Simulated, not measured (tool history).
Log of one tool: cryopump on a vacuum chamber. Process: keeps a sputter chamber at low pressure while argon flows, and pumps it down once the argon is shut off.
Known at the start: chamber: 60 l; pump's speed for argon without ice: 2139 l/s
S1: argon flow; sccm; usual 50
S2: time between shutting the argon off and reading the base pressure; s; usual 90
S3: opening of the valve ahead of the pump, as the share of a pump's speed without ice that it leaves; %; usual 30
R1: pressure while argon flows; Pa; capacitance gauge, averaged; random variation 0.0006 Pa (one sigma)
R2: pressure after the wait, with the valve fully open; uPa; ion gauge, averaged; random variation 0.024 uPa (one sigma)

run	hour	S1	S2	S3	R1	R2
1	0.0	50	90	30	0.1359	0.95
2	30.5	49	90	30	0.1327	0.93
3	69.4	50	90	40	0.1024	0.97
4	106.8	50	90	40	0.1030	0.90
5	127.7	50	90	40	0.1027	0.95
6	158.6	50	90	40	0.1028	0.96
7	184.8	50	99	30	0.1360	0.91
8	206.1	49	111	30	0.1340	0.82
9	242.9	49	68	55	0.0752	1.16
10	280.8	49	68	55	0.0749	1.23
11	316.5	56	78	21	0.2167	1.06
12	354.8	56	78	21	0.2159	1.06
13	389.7	50	90	39	0.1056	1.00

Some steps in R1 between neighbouring runs. How much of each would the tool show without its hidden state too (settings, what came in, random variation), and how much is left for the hidden state, with any gauge scatter that isn't in both results?
The hidden state here: pump's speed, % of a pump's without ice; cold plate's temperature, K; leak into the chamber, uPa l/s; drift of the gauge itself on working_pa, %; drift of the gauge itself on base_upa, %.
Run 10 -> 11: S1 49 -> 56, S2 68 -> 78, S3 55 -> 21. R1 +0.1418 Pa: hidden state +0.0008, all else +0.1410.
